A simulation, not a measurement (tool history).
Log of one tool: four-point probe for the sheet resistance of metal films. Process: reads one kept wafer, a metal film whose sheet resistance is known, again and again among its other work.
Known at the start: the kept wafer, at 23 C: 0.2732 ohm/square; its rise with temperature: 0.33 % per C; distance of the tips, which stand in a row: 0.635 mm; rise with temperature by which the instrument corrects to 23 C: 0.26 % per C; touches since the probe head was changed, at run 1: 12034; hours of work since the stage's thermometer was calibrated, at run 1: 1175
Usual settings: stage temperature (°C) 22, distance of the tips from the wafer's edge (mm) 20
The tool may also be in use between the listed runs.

| run | hour | stage temperature (°C) | distance of the tips from the wafer's edge (mm) | touches since the probe head was changed | hours of work since the stage's thermometer was calibrated | sheet resistance as the instrument gives it (ohm/square) |
|---|---|---|---|---|---|---|
| 1 | 0.0 | 22 | 20 | 12034 | 1175 | 0.272106 |
| 2 | 19.2 | 29 | 20 | 12285 | 1183 | 0.273499 |
| 3 | 47.7 | 29 | 20 | 12658 | 1195 | 0.273524 |
| 4 | 71.0 | 22 | 20 | 12962 | 1205 | 0.272039 |
| 5 | 94.8 | 22 | 20 | 13274 | 1216 | 0.271969 |
| 6 | 116.2 | 24 | 20 | 13554 | 1225 | 0.272400 |
| 7 | 155.5 | 22 | 20 | 14067 | 1242 | 0.272146 |
| 8 | 191.3 | 22 | 20 | 14534 | 1257 | 0.272100 |
| 9 | 230.0 | 22 | 36 | 15041 | 1274 | 0.271883 |
| 10 | 258.4 | 22 | 17 | 15412 | 1286 | 0.272153 |
| 11 | 292.6 | 22 | 17 | 15859 | 1300 | 0.272021 |
| 12 | 311.1 | 22 | 17 | 16101 | 1308 | 0.271991 |
| 13 | 341.3 | 22 | 17 | 16495 | 1321 | 0.272172 |
| 14 | 364.8 | 22 | 17 | 16802 | 1331 | 0.272036 |
| 15 | 395.3 | 22 | 72 | 17201 | 1345 | 0.271942 |
| 16 | 422.2 | 35 | 32 | 17553 | 1356 | 0.274455 |
| 17 | 449.1 | 35 | 18 | 17904 | 1368 | 0.274558 |
| 18 | 469.5 | 24 | 20 | 18171 | 1376 | 0.272302 |
| 19 | 506.2 | 19 | 35 | 18650 | 1392 | 0.271176 |
| 20 | 531.2 | 34 | 18 | 18978 | 1403 | 0.274281 |
| 21 | 558.1 | 24 | 57 | 19328 | 1414 | 0.272124 |
| 22 | 596.7 | 19 | 20 | 19833 | 1431 | 0.271328 |
| 23 | 627.7 | 19 | 20 | 20239 | 1444 | 0.271360 |
| 24 | 666.7 | 19 | 20 | 20748 | 1461 | 0.271338 |
| 25 | 689.4 | 18 | 4 | 21044 | 1471 | 0.274549 |
| 26 | 714.2 | 18 | 4 | 21369 | 1481 | 0.274592 |
| 27 | 745.5 | 18 | 4 | 21778 | 1495 | 0.274513 |
| 28 | 763.7 | 18 | 4 | 22016 | 1503 | 0.274460 |
| 29 | 782.7 | 24 | 4 | 22264 | 1511 | 0.275766 |

The same runs without the tool's hidden state, with the same run-to-run variation:
The hidden state here: inner tips' distance over the nominal, %; tips' flats over new ones', %; wafer's true temperature over the reading, C; drift of the gauge itself on sheet_ohm, %.
| run | sheet resistance as the instrument gives it (ohm/square) |
|---|---|
| 1 | 0.273142 |
| 2 | 0.274541 |
| 3 | 0.274574 |
| 4 | 0.273097 |
| 5 | 0.273035 |
| 6 | 0.273472 |
| 7 | 0.273232 |
| 8 | 0.273196 |
| 9 | 0.272991 |
| 10 | 0.273271 |
| 11 | 0.273149 |
| 12 | 0.273125 |
| 13 | 0.273315 |
| 14 | 0.273187 |
| 15 | 0.273102 |
| 16 | 0.275620 |
| 17 | 0.275731 |
| 18 | 0.273483 |
| 19 | 0.272369 |
| 20 | 0.275481 |
| 21 | 0.273333 |
| 22 | 0.272551 |
| 23 | 0.272592 |
| 24 | 0.272583 |
| 25 | 0.275816 |
| 26 | 0.275868 |
| 27 | 0.275798 |
| 28 | 0.275751 |
| 29 | 0.277062 |

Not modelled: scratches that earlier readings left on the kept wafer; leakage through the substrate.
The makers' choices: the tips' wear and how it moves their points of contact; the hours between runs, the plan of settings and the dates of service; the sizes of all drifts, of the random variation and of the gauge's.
